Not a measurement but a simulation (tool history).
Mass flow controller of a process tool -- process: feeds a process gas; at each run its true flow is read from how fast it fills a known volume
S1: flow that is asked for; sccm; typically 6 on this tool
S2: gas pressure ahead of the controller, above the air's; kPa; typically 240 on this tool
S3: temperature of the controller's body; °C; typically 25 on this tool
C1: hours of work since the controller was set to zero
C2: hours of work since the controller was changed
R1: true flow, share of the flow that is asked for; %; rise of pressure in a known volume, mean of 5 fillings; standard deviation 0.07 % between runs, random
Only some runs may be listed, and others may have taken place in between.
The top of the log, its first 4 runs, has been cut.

run	hour	S1	S2	S3	C1	C2	R1
5	552.4	6	240	25	2206	2206	97.84
6	641.1	6	240	25	2238	2238	97.96
7	772.3	6	240	25	2286	2286	97.9
8	857.6	6	240	25	2317	2317	97.8
9	1048.9	6	240	25	2387	2387	97.61
10	1184.5	6	240	25	2436	2436	97.67
11	1272.7	13	240	25	2469	2469	98.62
12	1393.5	6	240	25	2513	2513	97.74
13	1562.4	6	240	25	2574	2574	97.68
14	1711	4	240	25	2628	2628	97.44
15	1813.3	4	240	25	2666	2666	97.37
16	1952.6	4	240	25	2716	2716	97.22
17	2070.9	6	240	25	2760	2760	97.61
18	2161	6	240	25	2793	2793	97.59
19	2273.5	6	240	25	2834	2834	97.53
20	2370.7	6	240	25	2869	2869	97.7
21	2564.9	5	240	25	2940	2940	97.44
22	2712.6	5	240	25	2994	2994	97.56
23	2873.9	6	262	25	3053	3053	97.32
24	2999.8	6	240	25	3098	3098	97.53
25	3089.7	6	161	25	3131	3131	97.71

Run 26, settings as shown, results not yet in. Your forecast:
26	3211.1	6	240	28	3176	3176	?

{"run 26": {"R1": 97.34}}
Take away the tool's hidden state, keep the run-to-run variation as it was, and the same run would have given R1 97.82 %.

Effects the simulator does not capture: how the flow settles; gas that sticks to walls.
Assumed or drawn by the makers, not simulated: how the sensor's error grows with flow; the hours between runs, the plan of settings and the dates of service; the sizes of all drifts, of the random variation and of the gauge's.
